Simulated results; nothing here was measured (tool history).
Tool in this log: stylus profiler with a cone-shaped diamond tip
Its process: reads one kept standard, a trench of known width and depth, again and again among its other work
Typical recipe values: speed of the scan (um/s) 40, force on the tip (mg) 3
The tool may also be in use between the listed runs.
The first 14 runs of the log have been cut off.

run,day,speed of the scan (um/s),force on the tip (mg),scans with this tip,hours of work since the height scale was calibrated,depth of the trench (nm),width of the trench's floor (nm)
15,24.796,40,1.43,25988,1754,101.61,18110
16,26.692,40,1.43,26359,1779,101.67,18060
17,27.717,40,2.08,26558,1792,101.9,18110
# day 28.858: new tip fitted, height scale calibrated
18,29.446,40,1.64,115,8,101.14,18660
19,31.575,40,1.64,531,36,101.05,18600
20,33.458,40,3,898,61,101.66,18680
21,34.65,40,3,1130,76,101.66,18620
22,36.092,40,2.43,1412,95,101.4,18580
23,38.338,40,3,1851,125,101.66,18610
24,40.112,40,3,2197,148,101.66,18580

Forecast run 25:
25,41.546,96,4.32,2477,167,?,?

depth of the trench (nm): 102.14
width of the trench's floor (nm): 18480
With the hidden condition absent and the run-to-run variation left alone, this run would have shown depth of the trench (nm) 102.07, width of the trench's floor (nm) 18510.

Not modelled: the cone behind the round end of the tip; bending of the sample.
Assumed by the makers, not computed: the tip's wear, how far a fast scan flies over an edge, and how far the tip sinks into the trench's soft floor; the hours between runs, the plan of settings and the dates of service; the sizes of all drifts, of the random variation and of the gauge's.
